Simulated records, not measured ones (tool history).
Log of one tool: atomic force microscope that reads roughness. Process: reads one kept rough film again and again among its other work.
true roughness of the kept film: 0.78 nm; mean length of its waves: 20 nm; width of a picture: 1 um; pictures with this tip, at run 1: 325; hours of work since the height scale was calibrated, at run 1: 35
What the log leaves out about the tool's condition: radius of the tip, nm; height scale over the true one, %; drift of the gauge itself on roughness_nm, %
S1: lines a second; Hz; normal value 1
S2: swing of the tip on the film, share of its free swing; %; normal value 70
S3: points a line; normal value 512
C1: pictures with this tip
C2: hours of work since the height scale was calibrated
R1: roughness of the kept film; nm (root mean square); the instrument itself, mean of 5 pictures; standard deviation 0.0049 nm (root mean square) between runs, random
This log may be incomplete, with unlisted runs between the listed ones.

run 1 day=0 | S1=1 S2=70 S3=512 | C1=325 C2=35 | R1=0.702
run 2 day=0.692 | S1=2.25 S2=70 S3=512 | C1=346 C2=46 | R1=0.684
run 3 day=1.054 | S1=2.25 S2=70 S3=512 | C1=357 C2=51 | R1=0.687
run 4 day=1.504 | S1=2.25 S2=70 S3=641 | C1=371 C2=58 | R1=0.69
run 5 day=2.229 | S1=2.25 S2=70 S3=641 | C1=392 C2=68 | R1=0.696
-- day=2.529 new tip fitted
run 6 day=2.592 | S1=2.25 S2=70 S3=641 | C1=2 C2=73 | R1=0.696
run 7 day=2.925 | S1=2.25 S2=70 S3=641 | C1=12 C2=78 | R1=0.698
run 8 day=3.592 | S1=2.25 S2=70 S3=641 | C1=32 C2=88 | R1=0.693
run 9 day=4.275 | S1=0.71 S2=70 S3=512 | C1=52 C2=98 | R1=0.705
run 10 day=4.642 | S1=0.71 S2=70 S3=431 | C1=64 C2=104 | R1=0.702
run 11 day=5.021 | S1=0.71 S2=70 S3=480 | C1=75 C2=109 | R1=0.707
run 12 day=5.412 | S1=0.71 S2=56 S3=480 | C1=87 C2=115 | R1=0.717
run 13 day=6.138 | S1=0.71 S2=56 S3=480 | C1=109 C2=126 | R1=0.714
run 14 day=6.812 | S1=2.7 S2=70 S3=512 | C1=129 C2=136 | R1=0.681

Run 15 is up next; what results do you expect?
run 15 day=7.262 | S1=0.58 S2=62 S3=822 | C1=142 C2=142 | R1=?

R1: 0.72 nm (root mean square)
If the tool had no hidden condition, the same run with the same run-to-run variation would have returned R1 0.722 nm (root mean square).

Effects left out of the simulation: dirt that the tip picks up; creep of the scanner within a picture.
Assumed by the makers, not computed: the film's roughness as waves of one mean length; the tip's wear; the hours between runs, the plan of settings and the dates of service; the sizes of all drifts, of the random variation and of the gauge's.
